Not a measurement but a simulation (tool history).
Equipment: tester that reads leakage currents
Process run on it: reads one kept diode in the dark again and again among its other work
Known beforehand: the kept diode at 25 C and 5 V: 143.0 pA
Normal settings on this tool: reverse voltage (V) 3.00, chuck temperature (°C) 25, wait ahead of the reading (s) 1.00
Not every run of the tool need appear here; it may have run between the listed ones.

run	hour	reverse voltage (V)	chuck temperature (°C)	wait ahead of the reading (s)	current that the tester gives (pA)
1	0.0	3.00	25	1.00	132.66
2	103.0	3.00	25	1.00	133.07
3	196.1	3.00	25	1.00	134.21
4	243.0	3.00	22	1.00	107.97
5	332.9	3.00	22	1.00	108.19
6	431.4	3.00	46	1.00	568.20
7	487.0	3.00	46	1.00	572.82
8	558.4	3.00	34	1.00	257.42
9	657.2	3.00	34	1.00	256.99
10	733.7	7.58	25	1.00	190.05
11	839.4	7.58	25	1.00	191.02
12	917.0	7.58	25	1.00	192.74
# hour 1010.9: chuck's temperature calibrated
13	1012.7	7.58	25	1.00	168.87
# hour 1022.8: tester calibrated
14	1066.6	7.58	25	1.00	170.37
15	1145.1	7.58	25	1.00	169.29
16	1234.3	8.09	25	0.38	175.00
17	1330.4	3.61	26	0.38	142.12
# hour 1402.5: tester calibrated, once more
18	1402.5	8.73	54	2.04	1241.96
19	1507.3	3.00	30	9.26	176.10
20	1585.5	6.23	45	9.26	631.14
21	1637.2	3.00	31	2.38	189.38
22	1695.3	3.00	31	2.38	190.25
23	1765.5	3.00	31	2.38	190.56
24	1861.2	3.89	27	1.04	158.29
25	1924.7	3.89	25	7.40	137.23
26	2002.6	3.89	25	7.40	137.71
27	2095.3	3.89	25	7.40	138.02

What if the next run were any one of these 3? Each begins from the tool's condition after run 27:
A	2193.3	8.60	24	4.56	?
B	2193.3	3.00	25	1.42	?
C	2193.3	3.89	22	0.63	?

run	current that the tester gives (pA)
A	170.84
B	126.64
C	111.65
Without the tool's hidden state the same runs would have given:
run	current that the tester gives (pA)
A	159.48
B	119.94
C	105.02
